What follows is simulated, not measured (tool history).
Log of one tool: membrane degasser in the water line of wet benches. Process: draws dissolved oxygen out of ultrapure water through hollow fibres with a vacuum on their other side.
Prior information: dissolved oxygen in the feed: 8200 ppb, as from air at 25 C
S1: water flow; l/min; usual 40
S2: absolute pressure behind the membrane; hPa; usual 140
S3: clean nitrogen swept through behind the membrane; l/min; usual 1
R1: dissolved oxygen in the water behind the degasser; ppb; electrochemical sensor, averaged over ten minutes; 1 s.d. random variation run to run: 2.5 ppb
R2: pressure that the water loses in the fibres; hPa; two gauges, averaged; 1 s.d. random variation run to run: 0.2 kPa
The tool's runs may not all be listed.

run,day,S1,S2,S3,R1,R2
1,0,40,140,1,812.4,421.2
2,2.683,40,140,1,812,416.8
3,4.575,40,140,1,809.5,415.9
4,7.158,40,140,1,809.9,417.6
5,8.779,40,140,1,817.4,419.1
6,10.883,40,140,1,816.6,420
7,12.746,38,140,1,781.7,398.7
8,15.571,38,140,1,781.6,394.7
9,17.846,38,140,1,784.6,397.9
10,20.779,38,140,1,783.5,398
11,23.479,31,103,1.03,441,323.9
12,26.008,64,140,0.53,1679.5,665.9
13,29.208,27,145,0.64,872.4,280.9
14,31.521,27,145,0.64,877.1,281
15,34.671,46,283,2.6,934.6,479.5
16,37.971,46,283,2.6,932.6,481.9

Branching from run 16: 3 alternative next runs. What would each branch give?
A,40.842,38,236,1,?,?
B,40.842,40,140,2.02,?,?
C,40.842,40,92,2.68,?,?

run,R1,R2
A,1379.3,396.3
B,473.5,417.2
C,219.2,417.2
Without the tool's unlogged condition, the same runs would have read:
run,R1,R2
A,1363.7,396.1
B,468.1,417
C,216.6,417.1

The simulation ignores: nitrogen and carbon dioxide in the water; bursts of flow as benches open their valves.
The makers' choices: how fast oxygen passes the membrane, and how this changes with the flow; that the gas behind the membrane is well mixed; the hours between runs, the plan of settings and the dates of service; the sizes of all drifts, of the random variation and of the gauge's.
